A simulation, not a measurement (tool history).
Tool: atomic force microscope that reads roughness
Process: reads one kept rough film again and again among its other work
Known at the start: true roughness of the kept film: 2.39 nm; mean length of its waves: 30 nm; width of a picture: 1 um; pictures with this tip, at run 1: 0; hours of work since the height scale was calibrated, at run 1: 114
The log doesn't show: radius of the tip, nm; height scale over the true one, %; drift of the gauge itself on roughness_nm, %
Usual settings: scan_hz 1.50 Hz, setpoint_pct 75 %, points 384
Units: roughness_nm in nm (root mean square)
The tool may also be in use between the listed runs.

run   hour  scan_hz  setpoint_pct  points  pictures with this tip  hours of work since the height scale was calibrated  roughness_nm
  1    0.0     1.50            75     384                       0                                                  114         2.096
  2    8.9     1.50            75     384                       9                                                  120         2.095
  3   27.5     1.50            75     384                      29                                                  133         2.039
  4   43.0     2.17            75     384                      45                                                  143         1.939
  5   52.1     2.17            75     311                      55                                                  149         1.916
  6   64.9     0.96            75     384                      68                                                  158         1.973
  7   84.2     0.91            75     384                      89                                                  171         1.940
  8   93.1     0.91            75     384                      98                                                  177         1.921
  9  105.3     3.00            57     384                     111                                                  185         1.889
 10  119.6     1.50            81     383                     126                                                  194         1.790
 11  136.1     3.55            59     425                     144                                                  205         1.801
 12  147.3     2.22            61     425                     155                                                  213         1.830
 13  163.8     3.37            56     384                     173                                                  224         1.769
 14  173.3     1.50            75     293                     183                                                  230         1.718
 15  187.9     0.72            59     755                     198                                                  240         1.789
 16  201.7     0.57            59     295                     213                                                  249         1.747

The same runs without the tool's hidden state, with the same run-to-run variation:
run  roughness_nm
  1         2.101
  2         2.122
  3         2.112
  4         2.048
  5         2.046
  6         2.136
  7         2.144
  8         2.141
  9         2.137
 10         2.056
 11         2.107
 12         2.164
 13         2.128
 14         2.086
 15         2.204
 16         2.186
